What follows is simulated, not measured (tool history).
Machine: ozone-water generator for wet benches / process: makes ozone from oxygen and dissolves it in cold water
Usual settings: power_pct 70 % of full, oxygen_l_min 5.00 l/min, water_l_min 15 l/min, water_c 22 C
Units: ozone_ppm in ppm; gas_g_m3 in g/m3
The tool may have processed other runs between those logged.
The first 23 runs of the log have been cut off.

run,day,power_pct,oxygen_l_min,water_l_min,water_c,ozone_ppm,gas_g_m3
24,52.775,45,5.00,15,14,17.3,134.5
25,56.396,45,5.00,15,14,17.3,134.8
26,58.304,45,5.00,15,26,14.2,134.3
27,60.662,70,5.65,15,22,22.2,188.4
28,64.112,70,5.65,14,22,23.3,188.8
29,67.304,70,7.84,14,22,23.4,170.6
30,70.846,70,5.00,15,24,21.3,195.2
31,74.225,70,8.51,10,15,32.6,163.7
32,75.950,70,8.51,10,15,32.7,164.0

Below are 3 alternative next runs, each starting from the tool's condition after run 32. Predict each:
A,78.879,75,5.00,14,22,?,?
B,78.879,86,8.51,10,15,?,?
C,78.879,44,5.00,15,22,?,?

run,ozone_ppm,gas_g_m3
A,24.4,208.6
B,38.5,196.4
C,15.0,133.9
Stripped of hidden state, with their random variation kept, the same runs would have yielded:
run,ozone_ppm,gas_g_m3
A,24.4,208.7
B,38.6,196.5
C,15.0,133.9
